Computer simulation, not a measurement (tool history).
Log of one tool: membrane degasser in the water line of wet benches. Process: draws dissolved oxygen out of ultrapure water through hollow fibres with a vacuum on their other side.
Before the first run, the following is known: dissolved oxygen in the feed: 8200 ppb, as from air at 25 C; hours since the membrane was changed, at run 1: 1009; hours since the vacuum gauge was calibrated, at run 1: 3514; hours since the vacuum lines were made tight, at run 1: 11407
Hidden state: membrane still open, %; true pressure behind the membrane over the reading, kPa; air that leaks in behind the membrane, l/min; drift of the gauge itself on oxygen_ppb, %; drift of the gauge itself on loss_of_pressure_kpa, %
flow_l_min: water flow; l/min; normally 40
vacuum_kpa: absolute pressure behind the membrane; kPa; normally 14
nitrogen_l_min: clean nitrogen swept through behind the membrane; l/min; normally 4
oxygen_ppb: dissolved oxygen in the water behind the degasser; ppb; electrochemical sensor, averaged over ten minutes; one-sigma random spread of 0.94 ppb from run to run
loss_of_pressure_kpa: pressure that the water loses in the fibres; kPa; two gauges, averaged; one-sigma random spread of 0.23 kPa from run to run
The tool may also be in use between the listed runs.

run	hour	flow_l_min	vacuum_kpa	nitrogen_l_min	hours since the membrane was changed	hours since the vacuum gauge was calibrated	hours since the vacuum lines were made tight	oxygen_ppb	loss_of_pressure_kpa
1	0	40	14	4	1009	3514	11407	253.6	57.91
2	88.6	40	14	4	1098	3603	11496	251.5	57.88
3	154.7	40	14	7.26	1164	3669	11562	146.6	57.53
4	213.3	40	14	7.26	1222	3728	11620	148.4	57.67
5	262.2	40	14	4	1271	3777	11669	255.1	57.93
6	323	40	14	4	1332	3837	11730	254.2	57.83
7	369.8	40	14	4	1379	3884	11777	252.7	58.38
8	461.7	40	14	4	1471	3976	11869	254.1	58.07
9	545.3	51	14	4	1554	4060	11952	322.7	74.14
10	612.2	51	14	4	1621	4127	12019	321.9	73.55
11	650.4	51	14	4	1659	4165	12057	322	74.47
12	715.3	51	14	4	1724	4230	12122	322.8	74.17
13	801.2	51	14	4	1810	4316	12208	323.4	73.88
14	865.2	40	14	5.43	1874	4380	12272	192.4	57.93
15	951.6	40	14	5.43	1961	4466	12359	192.4	57.7
16	1033.4	40	19.6	4	2042	4548	12440	378.2	58.47
17	1103.7	40	19.6	4	2113	4618	12511	378.7	57.84
18	1159.5	26	10.8	4.36	2168	4674	12566	110	37.8
19	1241.4	40	14.6	2.22	2250	4756	12648	447.5	58.29
# hour 1281.3: seals of the vacuum lines changed
20	1317.6	40	14.6	2.22	2325	4830	36	445.8	58.14
# hour 1323.8: vacuum gauge calibrated
21	1374.8	33	10	1.6	2381	51	93	304.3	48.18
22	1453.7	64	19.6	6.74	2460	130	172	388	93.35
23	1535.7	31	10.6	6.74	2542	212	254	83.7	45.6
24	1624.2	31	10.6	6.74	2631	300	342	83.4	45.13
25	1696.5	31	10.6	6.74	2703	373	415	83.7	44.8
26	1776.1	31	10.6	6.74	2783	452	494	83.5	44.77
# hour 1789.8: vacuum gauge calibrated, once more
27	1867.6	35	14	1.71	2874	78	585	468.7	50.89
28	1911	28	8.6	3.48	2917	121	629	103.9	40.89
29	1955.4	28	20.1	2.68	2961	166	673	397	40.47
30	2005.4	49	19.6	4	3011	216	723	459.4	71.48
31	2047.2	38	12.1	8.05	3053	257	765	106	55.57

Forecast each of these 5 alternatives for the next run:
A	2110.6	38	16.2	8.05	3117	321	828	?	?
B	2110.6	31	22.3	8.05	3117	321	828	?	?
C	2110.6	39	20.2	8.05	3117	321	828	?	?
D	2110.6	40	10.6	1.97	3117	321	828	?	?
E	2110.6	31	14	4.36	3117	321	828	?	?

run	oxygen_ppb	loss_of_pressure_kpa
A	151.1	55.41
B	179.5	45.43
C	201	57.12
D	329.1	58.62
E	183.2	45.14
Had the tool no hidden state, the same runs would have come out as:
run	oxygen_ppb	loss_of_pressure_kpa
A	150.3	54.41
B	178.8	44.61
C	200	56.09
D	328	57.56
E	182.5	44.33
